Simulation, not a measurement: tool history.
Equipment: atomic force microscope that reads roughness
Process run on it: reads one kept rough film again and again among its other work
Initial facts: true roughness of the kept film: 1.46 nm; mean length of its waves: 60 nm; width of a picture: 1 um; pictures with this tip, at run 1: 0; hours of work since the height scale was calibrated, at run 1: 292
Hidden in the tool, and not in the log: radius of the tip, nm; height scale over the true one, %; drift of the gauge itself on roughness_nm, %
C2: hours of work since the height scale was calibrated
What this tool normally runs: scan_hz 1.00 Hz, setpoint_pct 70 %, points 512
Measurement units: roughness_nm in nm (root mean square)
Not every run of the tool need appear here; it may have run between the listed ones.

{"run": 1, "hour": 0.0, "scan_hz": 1.0, "setpoint_pct": 70, "points": 512, "pictures with this tip": 0, "C2": 292, "roughness_nm": 1.379}
{"run": 2, "hour": 9.4, "scan_hz": 1.0, "setpoint_pct": 70, "points": 512, "pictures with this tip": 19, "C2": 298, "roughness_nm": 1.374}
{"run": 3, "hour": 17.8, "scan_hz": 1.0, "setpoint_pct": 70, "points": 512, "pictures with this tip": 37, "C2": 303, "roughness_nm": 1.372}
{"run": 4, "hour": 26.0, "scan_hz": 1.0, "setpoint_pct": 70, "points": 512, "pictures with this tip": 54, "C2": 308, "roughness_nm": 1.372}
{"run": 5, "hour": 42.6, "scan_hz": 1.0, "setpoint_pct": 70, "points": 512, "pictures with this tip": 88, "C2": 319, "roughness_nm": 1.369}
{"run": 6, "hour": 54.1, "scan_hz": 1.0, "setpoint_pct": 70, "points": 718, "pictures with this tip": 111, "C2": 326, "roughness_nm": 1.367}
{"run": 7, "hour": 71.4, "scan_hz": 1.0, "setpoint_pct": 70, "points": 718, "pictures with this tip": 147, "C2": 337, "roughness_nm": 1.366}
{"run": 8, "hour": 86.0, "scan_hz": 1.0, "setpoint_pct": 70, "points": 718, "pictures with this tip": 177, "C2": 347, "roughness_nm": 1.362}
{"run": 9, "hour": 100.3, "scan_hz": 1.0, "setpoint_pct": 70, "points": 512, "pictures with this tip": 207, "C2": 356, "roughness_nm": 1.361}
{"run": 10, "hour": 110.1, "scan_hz": 0.52, "setpoint_pct": 59, "points": 512, "pictures with this tip": 227, "C2": 362, "roughness_nm": 1.409}
{"run": 11, "hour": 124.6, "scan_hz": 0.52, "setpoint_pct": 59, "points": 512, "pictures with this tip": 257, "C2": 371, "roughness_nm": 1.41}
{"run": 12, "hour": 142.1, "scan_hz": 0.52, "setpoint_pct": 59, "points": 512, "pictures with this tip": 293, "C2": 382, "roughness_nm": 1.409}
{"run": 13, "hour": 150.3, "scan_hz": 0.56, "setpoint_pct": 76, "points": 934, "pictures with this tip": 310, "C2": 388, "roughness_nm": 1.369}
{"run": 14, "hour": 161.1, "scan_hz": 3.71, "setpoint_pct": 76, "points": 325, "pictures with this tip": 332, "C2": 394, "roughness_nm": 1.115}
{"run": 15, "hour": 172.5, "scan_hz": 1.27, "setpoint_pct": 64, "points": 358, "pictures with this tip": 355, "C2": 402, "roughness_nm": 1.358}
{"hour": 185.7, "done": "new tip fitted"}
{"run": 16, "hour": 186.1, "scan_hz": 2.47, "setpoint_pct": 80, "points": 512, "pictures with this tip": 1, "C2": 410, "roughness_nm": 1.184}
{"run": 17, "hour": 202.6, "scan_hz": 1.05, "setpoint_pct": 58, "points": 764, "pictures with this tip": 35, "C2": 421, "roughness_nm": 1.411}
{"run": 18, "hour": 215.9, "scan_hz": 0.9, "setpoint_pct": 61, "points": 764, "pictures with this tip": 63, "C2": 429, "roughness_nm": 1.405}

Branching from run 18: 3 alternative next runs. What would each branch give?
{"run": "A", "hour": 223.8, "scan_hz": 1.33, "setpoint_pct": 70, "points": 512, "pictures with this tip": 79, "C2": 434, "roughness_nm": "?"}
{"run": "B", "hour": 223.8, "scan_hz": 1.29, "setpoint_pct": 62, "points": 690, "pictures with this tip": 79, "C2": 434, "roughness_nm": "?"}
{"run": "C", "hour": 223.8, "scan_hz": 0.9, "setpoint_pct": 85, "points": 764, "pictures with this tip": 79, "C2": 434, "roughness_nm": "?"}

run=A roughness_nm=1.348
run=B roughness_nm=1.386
run=C roughness_nm=1.306
With the hidden condition removed and each run's random variation left untouched, the same runs would have given:
run=A roughness_nm=1.353
run=B roughness_nm=1.391
run=C roughness_nm=1.311

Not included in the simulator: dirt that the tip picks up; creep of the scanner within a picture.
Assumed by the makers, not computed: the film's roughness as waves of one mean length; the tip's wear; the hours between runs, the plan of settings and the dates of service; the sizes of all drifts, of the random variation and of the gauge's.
